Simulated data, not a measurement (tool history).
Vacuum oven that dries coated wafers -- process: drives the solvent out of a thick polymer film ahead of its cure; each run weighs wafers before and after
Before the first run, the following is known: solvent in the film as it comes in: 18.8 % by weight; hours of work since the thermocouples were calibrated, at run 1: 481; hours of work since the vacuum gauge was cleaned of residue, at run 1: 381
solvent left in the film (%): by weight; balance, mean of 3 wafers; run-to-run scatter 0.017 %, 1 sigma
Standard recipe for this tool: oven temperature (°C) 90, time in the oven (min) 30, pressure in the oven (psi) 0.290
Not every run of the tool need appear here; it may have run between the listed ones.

| run | hour | oven temperature (°C) | time in the oven (min) | pressure in the oven (psi) | hours of work since the thermocouples were calibrated | hours of work since the vacuum gauge was cleaned of residue | solvent left in the film (%) |
|---|---|---|---|---|---|---|---|
| 1 | 0.0 | 90 | 30 | 0.290 | 481 | 381 | 1.93 |
| 2 | 13.4 | 90 | 30 | 0.905 | 491 | 391 | 4.16 |
| 3 | 19.1 | 90 | 30 | 0.350 | 495 | 396 | 2.20 |
| 4 | 29.0 | 90 | 30 | 0.350 | 503 | 403 | 2.20 |
| 5 | 35.4 | 101 | 30 | 0.350 | 507 | 408 | 1.01 |
| 6 | 41.7 | 90 | 30 | 0.290 | 512 | 413 | 1.99 |
| 7 | 51.7 | 90 | 30 | 0.290 | 520 | 420 | 1.98 |
| 8 | 64.2 | 90 | 30 | 0.290 | 529 | 430 | 1.96 |
| 9 | 70.9 | 90 | 30 | 0.290 | 534 | 435 | 1.97 |
| 10 | 82.4 | 90 | 18 | 0.290 | 543 | 443 | 3.66 |
| 11 | 88.2 | 100 | 30 | 0.290 | 547 | 448 | 0.91 |
| 12 | 97.4 | 100 | 30 | 0.290 | 554 | 455 | 0.93 |
| 13 | 107.4 | 100 | 30 | 0.290 | 562 | 462 | 0.94 |
| 14 | 119.3 | 100 | 30 | 0.290 | 571 | 471 | 0.93 |
| 15 | 129.8 | 100 | 30 | 0.290 | 579 | 479 | 0.92 |
| 16 | 140.9 | 100 | 30 | 0.290 | 587 | 487 | 0.93 |
| 17 | 148.6 | 90 | 17 | 0.290 | 593 | 493 | 3.89 |
| 18 | 159.3 | 90 | 30 | 0.146 | 601 | 501 | 1.46 |
| 19 | 173.0 | 90 | 30 | 0.290 | 611 | 511 | 1.96 |
| 20 | 179.1 | 90 | 23 | 0.290 | 616 | 516 | 2.73 |
|  | 182.1 | oven's thermocouples calibrated |
| 21 | 195.2 | 90 | 30 | 0.290 | 10 | 527 | 1.90 |
|  | 203.7 | oven's thermocouples calibrated, once more |
| 22 | 210.4 | 90 | 30 | 0.290 | 5 | 537 | 2.20 |
| 23 | 219.9 | 90 | 30 | 0.290 | 12 | 544 | 2.18 |
| 24 | 228.0 | 89 | 39 | 0.540 | 18 | 550 | 2.80 |
| 25 | 236.9 | 89 | 39 | 0.540 | 25 | 557 | 2.77 |
| 26 | 247.3 | 89 | 39 | 0.540 | 33 | 564 | 2.76 |
| 27 | 259.1 | 89 | 39 | 0.540 | 42 | 573 | 2.81 |
| 28 | 268.8 | 89 | 39 | 0.540 | 49 | 581 | 2.80 |
| 29 | 274.9 | 83 | 34 | 0.519 | 54 | 585 | 4.41 |
| 30 | 284.1 | 101 | 34 | 1.121 | 61 | 592 | 3.10 |
| 31 | 294.6 | 90 | 22 | 0.776 | 68 | 600 | 4.87 |
| 32 | 307.1 | 86 | 30 | 0.290 | 78 | 609 | 3.05 |
| 33 | 321.0 | 86 | 30 | 0.290 | 88 | 620 | 3.05 |

For run 34, what comes out?
| 34 | 327.4 | 86 | 30 | 0.290 | 93 | 625 | ? |

{"run 34": {"solvent left in the film (%)": 3.04}}
The same run, on a tool lacking any hidden state, would have yielded solvent left in the film (%) 2.80.
